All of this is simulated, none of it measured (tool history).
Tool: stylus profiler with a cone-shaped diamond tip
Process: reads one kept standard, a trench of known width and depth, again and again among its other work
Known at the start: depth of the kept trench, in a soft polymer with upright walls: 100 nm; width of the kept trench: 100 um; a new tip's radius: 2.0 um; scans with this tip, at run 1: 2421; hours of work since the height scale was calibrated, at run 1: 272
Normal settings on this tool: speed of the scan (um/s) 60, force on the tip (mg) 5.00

| run | day | speed of the scan (um/s) | force on the tip (mg) | scans with this tip | hours of work since the height scale was calibrated | depth of the trench (nm) | width of the trench's floor (um) |
|---|---|---|---|---|---|---|---|
| 1 | 0.000 | 60 | 5.00 | 2421 | 272 | 102.32 | 98.47 |
| 2 | 0.429 | 60 | 5.00 | 2460 | 276 | 102.38 | 98.49 |
| 3 | 0.838 | 17 | 5.00 | 2497 | 280 | 102.38 | 98.59 |
| 4 | 1.429 | 17 | 5.00 | 2551 | 287 | 102.31 | 98.63 |
| 5 | 1.804 | 60 | 2.46 | 2585 | 290 | 101.42 | 98.36 |
| 6 | 2.404 | 60 | 1.76 | 2640 | 297 | 101.12 | 98.27 |
| 7 | 3.067 | 60 | 1.94 | 2700 | 303 | 101.21 | 98.33 |
| 8 | 3.367 | 60 | 3.50 | 2728 | 306 | 101.84 | 98.40 |
| 9 | 3.750 | 60 | 3.50 | 2763 | 310 | 101.79 | 98.42 |
| 10 | 4.108 | 60 | 2.88 | 2796 | 314 | 101.57 | 98.38 |
| 11 | 4.429 | 60 | 2.23 | 2825 | 317 | 101.19 | 98.36 |
| 12 | 5.046 | 60 | 5.00 | 2881 | 324 | 102.28 | 98.42 |
| 13 | 5.654 | 60 | 2.09 | 2937 | 330 | 101.32 | 98.32 |
| 14 | 5.992 | 60 | 2.09 | 2967 | 333 | 101.27 | 98.37 |
| 15 | 6.488 | 60 | 5.00 | 3012 | 338 | 102.35 | 98.39 |
| 16 | 7.088 | 51 | 5.00 | 3067 | 344 | 102.42 | 98.45 |
| 17 | 7.512 | 51 | 5.00 | 3106 | 349 | 102.31 | 98.46 |
| 18 | 7.779 | 51 | 5.00 | 3130 | 352 | 102.24 | 98.42 |
| 19 | 8.392 | 60 | 7.06 | 3186 | 358 | 102.97 | 98.46 |
| 20 | 8.796 | 60 | 5.00 | 3223 | 362 | 102.31 | 98.42 |
| 21 | 9.342 | 60 | 5.00 | 3273 | 368 | 102.31 | 98.42 |
| 22 | 10.004 | 60 | 5.00 | 3333 | 374 | 102.30 | 98.44 |
| 23 | 10.408 | 60 | 5.00 | 3370 | 378 | 102.35 | 98.41 |
| 24 | 10.912 | 35 | 6.80 | 3416 | 384 | 102.90 | 98.53 |
| 25 | 11.525 | 229 | 5.45 | 3471 | 390 | 102.42 | 97.91 |
| 26 | 11.950 | 30 | 11.83 | 3510 | 394 | 104.30 | 98.58 |
| 27 | 12.271 | 101 | 3.38 | 3540 | 398 | 101.66 | 98.22 |
| 28 | 12.683 | 101 | 3.38 | 3577 | 402 | 101.83 | 98.14 |
| 29 | 13.242 | 101 | 3.18 | 3628 | 407 | 101.62 | 98.18 |
| 30 | 13.825 | 25 | 1.93 | 3681 | 413 | 101.10 | 98.48 |
| 31 | 14.250 | 233 | 4.61 | 3720 | 418 | 102.17 | 97.82 |
| 32 | 14.854 | 233 | 4.61 | 3775 | 424 | 102.13 | 97.85 |
| 33 | 15.383 | 52 | 2.53 | 3823 | 429 | 101.31 | 98.37 |
| 34 | 15.738 | 26 | 2.76 | 3856 | 433 | 101.39 | 98.51 |
| 35 | 16.404 | 26 | 2.76 | 3916 | 440 | 101.51 | 98.47 |
| 36 | 16.871 | 18 | 3.68 | 3959 | 445 | 101.89 | 98.49 |
| 37 | 17.350 | 56 | 10.63 | 4003 | 450 | 103.90 | 98.50 |
| 38 | 17.738 | 31 | 1.80 | 4038 | 453 | 101.05 | 98.45 |
| 39 | 18.229 | 31 | 1.80 | 4083 | 459 | 100.96 | 98.43 |

Run 40 comes next. What will it give?
| 40 | 18.750 | 40 | 1.67 | 4130 | 464 | ? | ? |

depth of the trench (nm): 100.92
width of the trench's floor (um): 98.33
Had the tool carried no hidden state, the very same run would have given depth of the trench (nm) 101.15, width of the trench's floor (um) 98.49.

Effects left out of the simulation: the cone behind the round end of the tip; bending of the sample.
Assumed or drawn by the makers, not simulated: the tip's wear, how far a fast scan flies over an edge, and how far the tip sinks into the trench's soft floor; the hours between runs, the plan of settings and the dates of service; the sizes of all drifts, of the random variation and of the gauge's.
